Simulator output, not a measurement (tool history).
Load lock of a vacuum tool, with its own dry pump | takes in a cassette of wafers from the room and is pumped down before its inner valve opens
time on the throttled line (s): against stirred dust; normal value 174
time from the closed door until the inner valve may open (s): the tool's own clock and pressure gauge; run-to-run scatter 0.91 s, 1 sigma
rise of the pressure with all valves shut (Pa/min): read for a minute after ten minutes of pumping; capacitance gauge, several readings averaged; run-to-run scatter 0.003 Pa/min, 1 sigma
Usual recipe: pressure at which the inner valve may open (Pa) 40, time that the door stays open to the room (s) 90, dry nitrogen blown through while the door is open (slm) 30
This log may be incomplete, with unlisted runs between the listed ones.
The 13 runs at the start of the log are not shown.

run    hour  time on the throttled line (s)  pressure at which the inner valve may open (Pa)  time that the door stays open to the room (s)  dry nitrogen blown through while the door is open (slm)  incoming humidity of the room's air, %  time from the closed door until the inner valve may open (s)  rise of the pressure with all valves shut (Pa/min)
 14  1702.7                             174                                               57                                             90                                                       30                                    44.1                                                         230.4                                               0.204
 15  1901.5                             174                                               57                                             90                                                       30                                    43.4                                                         228.5                                               0.215
 16  1986.5                             174                                               57                                             90                                                       30                                    45.0                                                         230.4                                               0.220
 17  2182.4                             174                                               57                                             90                                                       30                                    42.0                                                         230.2                                               0.223
 18  2360.8                             174                                               57                                             90                                                       30                                    41.5                                                         231.3                                               0.228
 19  2483.9                             338                                               34                                             33                                                       18                                    45.7                                                         377.0                                               0.225
 20  2574.4                             119                                               40                                             90                                                        7                                    46.7                                                         185.2                                               0.271
 21  2697.2                             119                                               41                                             90                                                        7                                    43.4                                                         185.3                                               0.264
     2836.4  -- door's seal changed, seat wiped
 22  2848.2                             119                                               41                                             90                                                        7                                    46.0                                                         186.8                                               0.066
 23  3035.9                             217                                               41                                             90                                                        7                                    46.2                                                         272.2                                               0.065
 24  3201.9                             174                                               77                                            240                                                       35                                    44.9                                                         225.5                                               0.055
 25  3308.6                             174                                               77                                            240                                                       35                                    45.4                                                         226.5                                               0.062
 26  3444.9                             174                                               49                                             90                                                       30                                    41.7                                                         230.5                                               0.046
 27  3641.2                             325                                               49                                             90                                                        6                                    44.8                                                         360.7                                               0.073
 28  3747.2                             325                                               49                                             90                                                        6                                    45.1                                                         367.7                                               0.065
 29  3922.3                             325                                               49                                             90                                                        6                                    47.8                                                         364.5                                               0.075
 30  4119.1                             151                                               73                                             90                                                       11                                    45.6                                                         208.1                                               0.072
 31  4287.9                             151                                               73                                             90                                                       11                                    44.4                                                         207.8                                               0.069
 32  4376.9                             151                                               73                                             90                                                       11                                    46.8                                                         208.3                                               0.076
 33  4520.9                             151                                               73                                             90                                                       11                                    45.7                                                         209.0                                               0.076
 34  4609.4                             174                                               40                                             90                                                        6                                    44.2                                                         235.3                                               0.082
 35  4732.2                             101                                               47                                             90                                                       19                                    45.7                                                         169.8                                               0.068
 36  4838.5                             174                                               46                                            141                                                       30                                    46.2                                                         232.5                                               0.074

5 options for the next run, each taken on its own from the tool as it stands now. Forecast them:
  A  5035.4                             174                                               46                                            141                                                       18                                    40.8                                                             ?                                                   ?
  B  5035.4                             110                                               40                                             90                                                       30                                    42.4                                                             ?                                                   ?
  C  5035.4                             174                                               72                                             41                                                       30                                    45.3                                                             ?                                                   ?
  D  5035.4                             174                                               43                                            151                                                       39                                    42.8                                                             ?                                                   ?
  E  5035.4                             174                                               57                                             90                                                       16                                    47.7                                                             ?                                                   ?

run  time from the closed door until the inner valve may open (s)  rise of the pressure with all valves shut (Pa/min)
  A                                                         235.2                                               0.084
  B                                                         179.7                                               0.069
  C                                                         228.0                                               0.054
  D                                                         233.1                                               0.072
  E                                                         230.3                                               0.086
With no hidden state in the tool, these same runs would have given:
run  time from the closed door until the inner valve may open (s)  rise of the pressure with all valves shut (Pa/min)
  A                                                         232.7                                               0.056
  B                                                         176.8                                               0.041
  C                                                         225.8                                               0.027
  D                                                         230.6                                               0.045
  E                                                         227.9                                               0.059

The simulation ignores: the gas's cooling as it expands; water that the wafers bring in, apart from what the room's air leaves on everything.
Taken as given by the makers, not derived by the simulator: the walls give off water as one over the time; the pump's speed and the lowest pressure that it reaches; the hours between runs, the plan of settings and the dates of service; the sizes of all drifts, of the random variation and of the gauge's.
